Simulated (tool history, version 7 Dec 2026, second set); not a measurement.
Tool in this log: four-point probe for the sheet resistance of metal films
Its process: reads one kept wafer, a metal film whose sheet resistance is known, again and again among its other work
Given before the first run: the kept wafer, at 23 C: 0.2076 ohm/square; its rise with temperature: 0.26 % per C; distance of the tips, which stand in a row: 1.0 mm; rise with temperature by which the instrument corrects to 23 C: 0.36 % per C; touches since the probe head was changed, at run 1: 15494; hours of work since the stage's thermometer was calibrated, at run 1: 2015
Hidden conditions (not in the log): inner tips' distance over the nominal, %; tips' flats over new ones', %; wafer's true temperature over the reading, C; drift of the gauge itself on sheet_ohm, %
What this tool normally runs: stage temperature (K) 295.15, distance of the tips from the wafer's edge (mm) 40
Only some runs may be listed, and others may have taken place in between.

run	hour	stage temperature (K)	distance of the tips from the wafer's edge (mm)	touches since the probe head was changed	hours of work since the stage's thermometer was calibrated	sheet resistance as the instrument gives it (ohm/square)
1	0	295.15	40	15494	2015	0.207299
2	37.1	295.15	40	16344	2037	0.207342
3	74.7	295.15	40	17207	2061	0.207356
4	104	295.15	8	17879	2079	0.209039
5	134.3	295.15	4	18573	2097	0.214068
6	159.1	295.15	40	19140	2113	0.207397
7	182.3	295.15	40	19674	2127	0.2074
8	218.1	295.15	40	20494	2149	0.207382
9	255.1	299.15	40	21341	2172	0.206579
10	296.7	299.15	40	22295	2197	0.206543
11	330	295.15	47	23058	2218	0.207437
12	355.6	295.15	4	23644	2234	0.214174
13	399	295.15	4	24640	2260	0.214128
14	430.8	295.15	4	25369	2280	0.214034
15	461.7	295.15	4	26077	2299	0.214208
16	508.5	295.15	13	27149	2328	0.20814
17	530.1	295.15	40	27644	2341	0.207418
18	557.8	295.15	40	28279	2358	0.207475
19	600.3	295.15	40	29254	2384	0.207465
20	638.4	295.15	40	30127	2408	0.20755
21	663.8	295.15	40	30708	2423	0.207532
22	694	295.15	66	31400	2442	0.207492
# hour 720.4: stage's thermometer calibrated
23	725.5	295.15	12	32111	3	0.207892
24	750.8	291.15	4	32692	19	0.214704
25	773.8	291.15	4	33219	33	0.214856
26	809.8	301.15	9	34043	55	0.207175
27	836.4	296.15	27	34654	71	0.207089
28	879	293.15	18	35630	98	0.207925
29	899.4	292.15	4	36097	110	0.214585
30	919.4	296.15	12	36555	123	0.207678
31	959	305.15	3	37464	147	0.216546
32	998.2	305.15	3	38363	171	0.216584
33	1033.6	300.15	7	39173	193	0.208273
34	1057	299.15	18	39708	207	0.206637
35	1082.5	299.15	18	40294	223	0.206728
36	1107.9	295.15	15	40875	239	0.20761
37	1140.3	297.15	5	41618	259	0.211109
38	1165.7	304.15	14	42200	274	0.205828
39	1213.1	306.15	4	43287	303	0.211582
40	1255.4	306.15	4	44256	330	0.211598
41	1286.4	293.15	4	44968	349	0.214476
42	1327.2	296.15	41	45902	374	0.207192
43	1373.8	296.15	41	46970	402	0.207083
44	1423.4	296.15	41	48107	433	0.207182
45	1459.4	300.15	12	48933	455	0.206953

Run by run, hidden condition taken away, random variation retained:
run	sheet resistance as the instrument gives it (ohm/square)
1	0.20786
2	0.207891
3	0.207894
4	0.209571
5	0.214601
6	0.207908
7	0.207904
8	0.207874
9	0.207061
10	0.207011
11	0.207894
12	0.214633
13	0.214574
14	0.214469
15	0.214635
16	0.208542
17	0.207812
18	0.20786
19	0.207836
20	0.207908
21	0.207883
22	0.207833
23	0.208642
24	0.215469
25	0.215613
26	0.207897
27	0.207802
28	0.208627
29	0.2153
30	0.208366
31	0.217247
32	0.217272
33	0.208925
34	0.207277
35	0.207359
36	0.208236
37	0.211734
38	0.206432
39	0.212186
40	0.21219
41	0.215062
42	0.207748
43	0.207624
44	0.207707
45	0.207466

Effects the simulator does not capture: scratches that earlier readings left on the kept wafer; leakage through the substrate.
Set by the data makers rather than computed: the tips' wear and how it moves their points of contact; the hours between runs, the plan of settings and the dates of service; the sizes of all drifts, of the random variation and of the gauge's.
